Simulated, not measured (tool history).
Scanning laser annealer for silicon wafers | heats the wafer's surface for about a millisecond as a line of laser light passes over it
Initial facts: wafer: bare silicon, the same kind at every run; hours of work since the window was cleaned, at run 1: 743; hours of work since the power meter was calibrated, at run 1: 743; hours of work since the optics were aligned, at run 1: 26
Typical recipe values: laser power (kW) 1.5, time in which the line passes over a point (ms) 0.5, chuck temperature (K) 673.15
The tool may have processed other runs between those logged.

run   hour  laser power (kW)  time in which the line passes over a point (ms)  chuck temperature (K)  hours of work since the window was cleaned  hours of work since the power meter was calibrated  hours of work since the optics were aligned  highest temperature of the surface (K)
  1      0               1.5                                              0.5                 673.15                                         743                                                 743                                           26                                 1422.15
  2   30.4             1.443                                              0.5                 673.15                                         761                                                 761                                           44                                 1379.15
  3   62.3             1.443                                              0.5                 673.15                                         780                                                 780                                           63                                 1376.15
  4   92.3             1.295                                              0.5                 673.15                                         798                                                 798                                           81                                 1280.15
  5  105.6             1.295                                              0.5                 673.15                                         805                                                 805                                           88                                 1282.15
  6  133.4             1.295                                              0.5                 673.15                                         822                                                 822                                          105                                 1280.15
  7  151.9             1.295                                              0.5                 673.15                                         833                                                 833                                          116                                 1283.15
  8  167.9             1.306                                              0.5                 673.15                                         842                                                 842                                          125                                 1289.15
  9  195.8             1.306                                              0.5                 673.15                                         859                                                 859                                          142                                 1287.15
 10  223.1               1.5                                              0.5                 673.15                                         875                                                 875                                          158                                 1413.15
 11  252.8               1.5                                              0.5                 647.15                                         893                                                 893                                          176                                 1381.15
 12  283.2               1.5                                              0.5                 647.15                                         911                                                 911                                          194                                 1381.15
 13  307.7               1.5                                              0.5                 647.15                                         925                                                 925                                          208                                 1381.15
 14    335               1.5                                            0.473                 673.15                                         942                                                 942                                          225                                 1384.15
 15  362.4               1.5                                            0.473                 673.15                                         958                                                 958                                          241                                 1384.15
     378.4  -- window over the wafer cleaned
 16  381.8               1.5                                            0.473                 673.15                                           2                                                 968                                          251                                 1430.15
 17  403.4               1.5                                            0.473                 673.15                                          15                                                 981                                          264                                 1427.15
 18  433.5               1.5                                            0.473                 673.15                                          33                                                 999                                          282                                 1427.15
 19  449.9               1.5                                            0.473                 673.15                                          42                                                1009                                          292                                 1428.15
 20  471.1               1.5                                            0.473                 673.15                                          55                                                1021                                          304                                 1427.15
 21  485.2             1.552                                            0.484                 654.15                                          63                                                1030                                          313                                 1449.15
 22  509.7             1.424                                            0.473                 654.15                                          78                                                1044                                          327                                 1355.15
 23  533.2             1.284                                            0.351                 667.15                                          92                                                1058                                          341                                 1183.15
 24  550.3             1.284                                            0.351                 667.15                                         102                                                1068                                          351                                 1181.15
 25  579.5             1.466                                            0.437                 696.15                                         119                                                1086                                          369                                 1391.15
 26  605.2             1.433                                            0.368                 673.15                                         135                                                1101                                          384                                 1282.15
 27    619               1.5                                             0.49                 654.15                                         143                                                1109                                          392                                 1416.15
 28  646.3               1.5                                             0.49                 654.15                                         159                                                1125                                          408                                 1415.15
 29  664.2             1.418                                            0.463                 698.15                                         170                                                1136                                          419                                 1382.15
 30  678.4             1.418                                            0.463                 698.15                                         178                                                1144                                          427                                 1379.15
 31  693.4             1.418                                            0.463                 698.15                                         187                                                1153                                          436                                 1385.15
 32    725             1.568                                            0.433                 698.15                                         206                                                1172                                          455                                 1450.15
 33  756.4             1.568                                            0.433                 691.15                                         224                                                1191                                          474                                 1439.15
 34  776.3             1.339                                            0.378                 691.15                                         236                                                1203                                          485                                 1253.15
 35  804.6             1.339                                            0.378                 691.15                                         253                                                1219                                          502                                 1252.15
 36    824             1.375                                            0.379                 687.15                                         265                                                1231                                          514                                 1272.15
 37    856             1.375                                            0.379                 687.15                                         284                                                1250                                          533                                 1270.15
 38  880.8             1.416                                            0.379                 687.15                                         298                                                1265                                          548                                 1294.15
 39  912.2             1.524                                            0.371                 680.15                                         317                                                1283                                          566                                 1336.15

Branching from run 39: 4 alternative next runs. What would each branch give?
  A  932.2             1.581                                            0.371                 680.15                                         329                                                1295                                          578                                       ?
  B  932.2             1.288                                            0.557                 673.15                                         329                                                1295                                          578                                       ?
  C  932.2             1.457                                            0.489                 648.15                                         329                                                1295                                          578                                       ?
  D  932.2             1.524                                            0.609                 635.15                                         329                                                1295                                          578                                       ?

run  highest temperature of the surface (K)
  A                                 1371.15
  B                                 1333.15
  C                                 1372.15
  D                                 1506.15
Without the tool's hidden state the same runs would have given:
run  highest temperature of the surface (K)
  A                                 1388.15
  B                                 1349.15
  C                                 1389.15
  D                                 1527.15

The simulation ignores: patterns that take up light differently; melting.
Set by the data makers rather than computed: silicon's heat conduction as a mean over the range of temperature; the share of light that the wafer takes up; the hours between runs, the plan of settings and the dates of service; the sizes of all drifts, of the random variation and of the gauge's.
